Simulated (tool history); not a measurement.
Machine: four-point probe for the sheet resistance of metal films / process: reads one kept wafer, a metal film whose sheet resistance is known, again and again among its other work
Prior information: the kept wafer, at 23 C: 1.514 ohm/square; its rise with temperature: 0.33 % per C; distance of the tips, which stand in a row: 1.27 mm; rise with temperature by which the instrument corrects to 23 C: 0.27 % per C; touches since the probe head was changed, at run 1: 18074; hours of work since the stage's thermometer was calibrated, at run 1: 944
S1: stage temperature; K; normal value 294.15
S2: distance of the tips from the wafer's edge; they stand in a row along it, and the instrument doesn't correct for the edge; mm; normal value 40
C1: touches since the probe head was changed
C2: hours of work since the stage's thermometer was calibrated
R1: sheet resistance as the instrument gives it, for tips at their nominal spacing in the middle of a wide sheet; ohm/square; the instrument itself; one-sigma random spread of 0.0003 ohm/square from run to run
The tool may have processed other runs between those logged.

Run 1, hour 0: usual settings; C1 18074; C2 944. Result: R1 1.516675 ohm/square.
Run 2, hour 34: usual settings but S2 11 mm; C1 19517; C2 963. Result: R1 1.52724 ohm/square.
Run 3, hour 64.6: usual settings; C1 20820; C2 980. Result: R1 1.517058 ohm/square.
Run 4, hour 102.7: usual settings; C1 22438; C2 1001. Result: R1 1.517996 ohm/square.
Run 5, hour 137.5: usual settings but S1 302.15 K; C1 23915; C2 1020. Result: R1 1.524862 ohm/square.
Run 6, hour 171.7: usual settings but S2 19 mm; C1 25364; C2 1040. Result: R1 1.520641 ohm/square.
Run 7, hour 227.5: usual settings but S2 19 mm; C1 27736; C2 1071. Result: R1 1.521143 ohm/square.
Run 8, hour 289.1: usual settings but S2 19 mm; C1 30353; C2 1105. Result: R1 1.52122 ohm/square.
Run 9, hour 339.3: usual settings but S2 19 mm; C1 32483; C2 1133. Result: R1 1.522284 ohm/square.
Run 10, hour 398: usual settings but S2 19 mm; C1 34977; C2 1166. Result: R1 1.52201 ohm/square.
Run 11, hour 457.6: usual settings but S2 17 mm; C1 37507; C2 1200. Result: R1 1.52313 ohm/square.
Run 12, hour 510.3: usual settings but S2 17 mm; C1 39745; C2 1229. Result: R1 1.524096 ohm/square.
Run 13, hour 571.5: usual settings but S1 298.15 K; C1 42346; C2 1263. Result: R1 1.524056 ohm/square.
Run 14, hour 619.8: usual settings but S1 298.15 K; C1 44399; C2 1290. Result: R1 1.524129 ohm/square.
Run 15, hour 653.8: usual settings but S1 298.15 K; C1 45842; C2 1309. Result: R1 1.524476 ohm/square.
Run 16, hour 712.3: usual settings but S1 291.15 K, S2 10 mm; C1 48327; C2 1342. Result: R1 1.530443 ohm/square.
Run 17, hour 766.2: usual settings but S1 291.15 K, S2 10 mm; C1 50615; C2 1372. Result: R1 1.530757 ohm/square.
Run 18, hour 818.4: usual settings but S2 3 mm; C1 52831; C2 1401. Result: R1 1.653243 ohm/square.
Run 19, hour 882: usual settings but S1 304.15 K; C1 55532; C2 1437. Result: R1 1.531461 ohm/square.
Run 20, hour 945.5: usual settings but S1 297.15 K, S2 25 mm; C1 58228; C2 1472. Result: R1 1.526584 ohm/square.
Run 21, hour 1005.8: usual settings but S1 297.15 K, S2 25 mm; C1 60791; C2 1506. Result: R1 1.526588 ohm/square.
Run 22, hour 1057.3: usual settings but S2 7 mm; C1 62977; C2 1535. Result: R1 1.549221 ohm/square.
Run 23, hour 1122: usual settings but S1 297.15 K; C1 65726; C2 1571. Result: R1 1.526267 ohm/square.
Run 24, hour 1159.5: usual settings but S1 298.15 K, S2 66 mm; C1 67321; C2 1592. Result: R1 1.527137 ohm/square.
Run 25, hour 1200.5: usual settings but S1 298.15 K, S2 66 mm; C1 69059; C2 1615. Result: R1 1.527246 ohm/square.
Run 26, hour 1240: usual settings but S1 298.15 K, S2 66 mm; C1 70736; C2 1637. Result: R1 1.527405 ohm/square.
Run 27, hour 1285.5: usual settings but S1 298.15 K, S2 66 mm; C1 72671; C2 1663. Result: R1 1.527462 ohm/square.
Run 28, hour 1332: usual settings but S1 291.15 K, S2 14 mm; C1 74645; C2 1689. Result: R1 1.527854 ohm/square.

How would selected steps in R1 from run to run divide? Give the signed amount a tool lacking its hidden state would still show from settings, what came in and random variation, and the signed amount left for the hidden state, including any gauge scatter that is not in both of the compared results.
Hidden state at play: inner tips' distance over the nominal, %; tips' flats over new ones', %; wafer's true temperature over the reading, C; drift of the gauge itself on sheet_ohm, %.
Run 12 -> 13: S1 294.15 -> 298.15, S2 17 -> 40. R1 -0.00004 ohm/square: hidden state +0.000432, all else -0.000472.
Run 17 -> 18: S1 291.15 -> 294.15, S2 10 -> 3. R1 +0.122486 ohm/square: hidden state +0.00096, all else +0.121526.
Run 18 -> 19: S1 294.15 -> 304.15, S2 3 -> 40. R1 -0.121782 ohm/square: hidden state -0.000137, all else -0.121645.

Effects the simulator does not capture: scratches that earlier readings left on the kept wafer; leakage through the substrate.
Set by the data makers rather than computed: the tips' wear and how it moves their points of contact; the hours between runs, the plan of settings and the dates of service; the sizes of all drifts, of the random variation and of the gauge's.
